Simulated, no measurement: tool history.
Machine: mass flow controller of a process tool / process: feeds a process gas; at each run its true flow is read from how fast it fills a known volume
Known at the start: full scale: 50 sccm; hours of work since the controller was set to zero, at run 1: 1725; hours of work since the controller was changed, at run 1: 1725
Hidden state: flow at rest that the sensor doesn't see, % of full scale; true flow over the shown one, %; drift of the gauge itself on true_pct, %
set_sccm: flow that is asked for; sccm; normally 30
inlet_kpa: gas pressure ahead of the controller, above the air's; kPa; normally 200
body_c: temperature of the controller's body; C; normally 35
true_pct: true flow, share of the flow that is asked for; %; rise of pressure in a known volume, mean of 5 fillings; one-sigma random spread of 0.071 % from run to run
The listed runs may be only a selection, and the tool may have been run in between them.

run,hour,set_sccm,inlet_kpa,body_c,hours of work since the controller was set to zero,hours of work since the controller was changed,true_pct
1,0,30,200,35,1725,1725,100.98
2,277.2,30,200,35,1809,1809,100.83
3,514.3,30,200,35,1880,1880,100.92
4,654.7,30,200,35,1922,1922,100.94
5,890.1,30,200,35,1993,1993,100.89
6,1143.1,30,200,35,2069,2069,100.8
7,1417.4,30,215,35,2151,2151,100.99
8,1611.9,30,215,35,2209,2209,100.99
9,1838,44,200,35,2277,2277,101.51
10,2112.5,44,200,35,2360,2360,101.59
11,2360.9,44,200,35,2434,2434,101.47
12,2582,6,200,23,2501,2501,97.27
13,2749.3,27,256,38,2551,2551,101.19
14,3028.3,12,154,35,2635,2635,99.75
15,3255,27,194,38,2703,2703,101.27
16,3454.5,30,200,33,2763,2763,100.86
17,3683,9,200,38,2831,2831,99.75
18,3846.3,5,160,35,2880,2880,98.1
19,4003.8,5,160,35,2928,2928,97.95
20,4208.3,36,177,35,2989,2989,101.34
21,4356.2,36,177,35,3034,3034,101.45
22,4543.9,30,177,31,3090,3090,100.62

What if the next run were any one of these 5? Each begins from the tool's condition after run 22:
A,4774.9,30,143,31,3159,3159,?
B,4774.9,30,278,32,3159,3159,?
C,4774.9,30,225,31,3159,3159,?
D,4774.9,41,200,39,3159,3159,?
E,4774.9,20,216,24,3159,3159,?

run,true_pct
A,100.62
B,100.97
C,100.72
D,102.07
E,99.41
With the hidden condition removed and each run's random variation left untouched, the same runs would have given:
run,true_pct
A,99.95
B,100.29
C,100.04
D,101.26
E,98.98
